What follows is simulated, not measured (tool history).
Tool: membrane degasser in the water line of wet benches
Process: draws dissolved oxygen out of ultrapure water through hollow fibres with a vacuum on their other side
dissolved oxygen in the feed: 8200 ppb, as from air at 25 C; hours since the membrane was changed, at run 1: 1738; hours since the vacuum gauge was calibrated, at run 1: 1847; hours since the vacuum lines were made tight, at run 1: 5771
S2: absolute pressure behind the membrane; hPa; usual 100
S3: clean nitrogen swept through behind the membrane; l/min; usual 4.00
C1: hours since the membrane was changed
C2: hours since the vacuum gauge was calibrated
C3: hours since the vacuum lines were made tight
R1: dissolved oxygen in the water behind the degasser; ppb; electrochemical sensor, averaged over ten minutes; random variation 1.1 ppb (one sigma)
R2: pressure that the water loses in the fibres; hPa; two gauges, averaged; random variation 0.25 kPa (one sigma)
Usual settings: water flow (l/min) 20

run 1 hour=0.0 | water_flow_(l/min)=20 S2=100 S3=4.00 | C1=1738 C2=1847 C3=5771 | R1=104.7 R2=691.7
-- hour=29.7 seals of the vacuum lines changed
run 2 hour=51.4 | water_flow_(l/min)=20 S2=100 S3=4.00 | C1=1787 C2=1896 C3=22 | R1=102.7 R2=695.1
run 3 hour=96.4 | water_flow_(l/min)=20 S2=100 S3=4.00 | C1=1832 C2=1941 C3=67 | R1=105.8 R2=691.3
run 4 hour=159.3 | water_flow_(l/min)=15 S2=100 S3=4.00 | C1=1895 C2=2004 C3=130 | R1=65.7 R2=521.6
run 5 hour=196.6 | water_flow_(l/min)=20 S2=100 S3=4.00 | C1=1932 C2=2041 C3=167 | R1=105.0 R2=704.4
run 6 hour=271.8 | water_flow_(l/min)=22 S2=100 S3=4.00 | C1=2008 C2=2117 C3=242 | R1=124.8 R2=768.3
run 7 hour=353.1 | water_flow_(l/min)=22 S2=100 S3=4.00 | C1=2089 C2=2198 C3=323 | R1=124.0 R2=764.2
run 8 hour=386.1 | water_flow_(l/min)=22 S2=100 S3=4.00 | C1=2122 C2=2231 C3=356 | R1=124.9 R2=765.6
run 9 hour=454.5 | water_flow_(l/min)=20 S2=100 S3=4.00 | C1=2190 C2=2299 C3=425 | R1=103.7 R2=698.0
run 10 hour=500.5 | water_flow_(l/min)=20 S2=100 S3=4.00 | C1=2236 C2=2345 C3=471 | R1=106.1 R2=696.5
run 11 hour=560.5 | water_flow_(l/min)=20 S2=100 S3=4.00 | C1=2296 C2=2405 C3=531 | R1=104.3 R2=696.3
run 12 hour=629.5 | water_flow_(l/min)=20 S2=100 S3=4.00 | C1=2365 C2=2474 C3=600 | R1=105.2 R2=704.3
run 13 hour=682.2 | water_flow_(l/min)=20 S2=100 S3=4.00 | C1=2418 C2=2527 C3=652 | R1=107.5 R2=703.4
run 14 hour=758.7 | water_flow_(l/min)=20 S2=111 S3=4.00 | C1=2494 C2=2603 C3=729 | R1=118.5 R2=698.4
run 15 hour=820.6 | water_flow_(l/min)=20 S2=111 S3=6.60 | C1=2556 C2=2665 C3=791 | R1=84.2 R2=701.7
-- hour=828.3 vacuum gauge calibrated
run 16 hour=899.8 | water_flow_(l/min)=20 S2=111 S3=6.60 | C1=2635 C2=71 C3=870 | R1=83.9 R2=710.4
run 17 hour=950.8 | water_flow_(l/min)=15 S2=177 S3=6.60 | C1=2686 C2=122 C3=921 | R1=85.1 R2=530.4
run 18 hour=1011.6 | water_flow_(l/min)=18 S2=100 S3=2.24 | C1=2747 C2=183 C3=981 | R1=143.8 R2=632.6
run 19 hour=1054.2 | water_flow_(l/min)=20 S2=137 S3=7.98 | C1=2790 C2=226 C3=1024 | R1=90.0 R2=704.9
run 20 hour=1133.2 | water_flow_(l/min)=20 S2=123 S3=7.62 | C1=2868 C2=305 C3=1103 | R1=83.4 R2=705.4
-- hour=1176.6 vacuum gauge calibrated, once more
run 21 hour=1201.2 | water_flow_(l/min)=20 S2=123 S3=7.62 | C1=2936 C2=25 C3=1170 | R1=83.7 R2=705.6
run 22 hour=1272.5 | water_flow_(l/min)=21 S2=236 S3=1.69 | C1=3007 C2=96 C3=1242 | R1=582.5 R2=744.8
run 23 hour=1321.2 | water_flow_(l/min)=20 S2=224 S3=4.00 | C1=3056 C2=145 C3=1290 | R1=252.5 R2=707.2
run 24 hour=1374.4 | water_flow_(l/min)=30 S2=224 S3=4.00 | C1=3109 C2=198 C3=1344 | R1=450.7 R2=1069.0
run 25 hour=1415.3 | water_flow_(l/min)=30 S2=224 S3=4.00 | C1=3150 C2=239 C3=1385 | R1=452.5 R2=1061.4
run 26 hour=1482.1 | water_flow_(l/min)=28 S2=120 S3=6.13 | C1=3217 C2=305 C3=1451 | R1=200.5 R2=990.1
run 27 hour=1538.3 | water_flow_(l/min)=13 S2=148 S3=4.00 | C1=3273 C2=362 C3=1508 | R1=93.0 R2=460.2
run 28 hour=1581.5 | water_flow_(l/min)=12 S2=195 S3=4.00 | C1=3316 C2=405 C3=1551 | R1=120.1 R2=432.2
run 29 hour=1624.0 | water_flow_(l/min)=20 S2=100 S3=4.07 | C1=3359 C2=447 C3=1593 | R1=106.9 R2=710.4
run 30 hour=1686.4 | water_flow_(l/min)=20 S2=100 S3=4.07 | C1=3421 C2=510 C3=1656 | R1=106.2 R2=709.2
run 31 hour=1741.9 | water_flow_(l/min)=17 S2=100 S3=4.36 | C1=3477 C2=565 C3=1711 | R1=75.4 R2=605.8
run 32 hour=1797.7 | water_flow_(l/min)=12 S2=131 S3=1.97 | C1=3533 C2=621 C3=1767 | R1=146.2 R2=428.1

Measured less the same run without the tool's hidden state. The same run-to-run variation is in both; the gauge's scatter may not be:
The hidden state here: membrane still open, %; true pressure behind the membrane over the reading, kPa; air that leaks in behind the membrane, l/min; drift of the gauge itself on oxygen_ppb, %; drift of the gauge itself on loss_of_pressure_kpa, %.
run=1 R1=+3.8 R2=+15.8
run=2 R1=+2.8 R2=+16.4
run=3 R1=+3.0 R2=+16.6
run=4 R1=+0.7 R2=+13.0
run=5 R1=+3.2 R2=+17.8
run=6 R1=+4.8 R2=+20.2
run=7 R1=+5.0 R2=+20.9
run=8 R1=+5.0 R2=+21.3
run=9 R1=+3.6 R2=+19.9
run=10 R1=+3.8 R2=+20.3
run=11 R1=+3.9 R2=+20.9
run=12 R1=+4.0 R2=+21.6
run=13 R1=+4.3 R2=+22.2
run=14 R1=+4.3 R2=+22.7
run=15 R1=+4.5 R2=+23.4
run=16 R1=+4.7 R2=+24.3
run=17 R1=+1.4 R2=+18.6
run=18 R1=+3.5 R2=+22.7
run=19 R1=+5.0 R2=+25.8
run=20 R1=+5.1 R2=+26.5
run=21 R1=+5.0 R2=+27.1
run=22 R1=+5.8 R2=+29.2
run=23 R1=+5.3 R2=+28.2
run=24 R1=+19.4 R2=+43.3
run=25 R1=+19.8 R2=+43.7
run=26 R1=+17.9 R2=+41.7
run=27 R1=+0.8 R2=+19.7
run=28 R1=+0.7 R2=+18.5
run=29 R1=+6.0 R2=+31.3
run=30 R1=+6.1 R2=+31.8
run=31 R1=+3.1 R2=+27.6
run=32 R1=+0.9 R2=+19.8
